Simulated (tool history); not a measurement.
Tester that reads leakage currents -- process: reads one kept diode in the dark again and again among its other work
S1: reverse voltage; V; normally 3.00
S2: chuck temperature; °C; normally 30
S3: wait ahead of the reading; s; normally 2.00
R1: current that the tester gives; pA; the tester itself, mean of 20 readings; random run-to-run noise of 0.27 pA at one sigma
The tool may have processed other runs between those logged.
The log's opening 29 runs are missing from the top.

{"run": 30, "hour": 2255.8, "S1": 3.0, "S2": 34, "S3": 0.34, "R1": 127.47}
{"run": 31, "hour": 2325.5, "S1": 9.75, "S2": 44, "S3": 2.0, "R1": 550.32}
{"run": 32, "hour": 2405.7, "S1": 2.95, "S2": 32, "S3": 7.06, "R1": 105.16}
{"run": 33, "hour": 2474.9, "S1": 3.84, "S2": 30, "S3": 2.0, "R1": 103.2}
{"hour": 2532.3, "done": "probe card cleaned and baked"}
{"run": 34, "hour": 2541.5, "S1": 3.84, "S2": 30, "S3": 2.0, "R1": 97.7}
{"run": 35, "hour": 2620.5, "S1": 3.0, "S2": 35, "S3": 0.75, "R1": 131.04}
{"run": 36, "hour": 2699.2, "S1": 3.0, "S2": 35, "S3": 0.75, "R1": 130.88}
{"run": 37, "hour": 2754.8, "S1": 3.0, "S2": 35, "S3": 0.75, "R1": 129.69}
{"run": 38, "hour": 2850.8, "S1": 1.9, "S2": 48, "S3": 2.0, "R1": 294.12}
{"run": 39, "hour": 2923.4, "S1": 1.9, "S2": 44, "S3": 2.0, "R1": 213.28}
{"run": 40, "hour": 2984.9, "S1": 1.9, "S2": 57, "S3": 2.0, "R1": 583.95}

Forecast each of these 3 alternatives for the next run:
{"run": "A", "hour": 3043.6, "S1": 3.09, "S2": 37, "S3": 2.0, "R1": "?"}
{"run": "B", "hour": 3043.6, "S1": 1.66, "S2": 26, "S3": 5.57, "R1": "?"}
{"run": "C", "hour": 3043.6, "S1": 3.0, "S2": 30, "S3": 3.18, "R1": "?"}

run=A R1=155.82
run=B R1=42.02
run=C R1=83.49
What these runs would have given with no unlogged condition in the tool:
run=A R1=167.03
run=B R1=45.04
run=C R1=89.39
